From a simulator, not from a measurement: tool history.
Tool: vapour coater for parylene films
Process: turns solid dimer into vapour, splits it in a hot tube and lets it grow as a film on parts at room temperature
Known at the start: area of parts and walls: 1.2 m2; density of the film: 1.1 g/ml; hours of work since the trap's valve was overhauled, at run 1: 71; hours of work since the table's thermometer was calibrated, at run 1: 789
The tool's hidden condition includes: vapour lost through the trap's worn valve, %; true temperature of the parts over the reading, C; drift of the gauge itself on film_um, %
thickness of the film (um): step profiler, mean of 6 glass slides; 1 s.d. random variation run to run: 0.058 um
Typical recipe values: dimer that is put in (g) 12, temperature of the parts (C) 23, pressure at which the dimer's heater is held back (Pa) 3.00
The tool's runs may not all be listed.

run	day	dimer that is put in (g)	temperature of the parts (C)	pressure at which the dimer's heater is held back (Pa)	hours of work since the trap's valve was overhauled	hours of work since the table's thermometer was calibrated	thickness of the film (um)
1	0.000	12	23	3.00	71	789	7.23
2	0.525	12	23	3.00	82	800	7.29
3	1.071	12	23	3.00	93	812	7.21
4	1.638	12	23	3.00	105	824	7.14
5	2.296	12	23	3.00	119	838	7.12
# day 2.542: trap's valve overhauled
6	3.229	12	23	3.00	14	854	6.91
7	3.708	20	23	9.15	25	864	8.83
8	4.204	8	23	6.81	35	874	3.75
9	4.725	8	23	6.81	46	885	3.76
10	5.217	7	28	3.14	56	896	3.60
11	6.288	12	22	4.36	79	918	6.34

Across each entry between runs, compare the hidden state at the last listed run before it with the hidden state at the first listed run after it:
Runs 5 to 6: trap's valve overhauled (day 2.542)
  vapour lost through the trap's worn valve, %: 3.6 -> 5.5; true temperature of the parts over the reading, C: 0.59 -> 0.6
  measured less the result without the state, thickness of the film (um): -0.34 -> -0.49
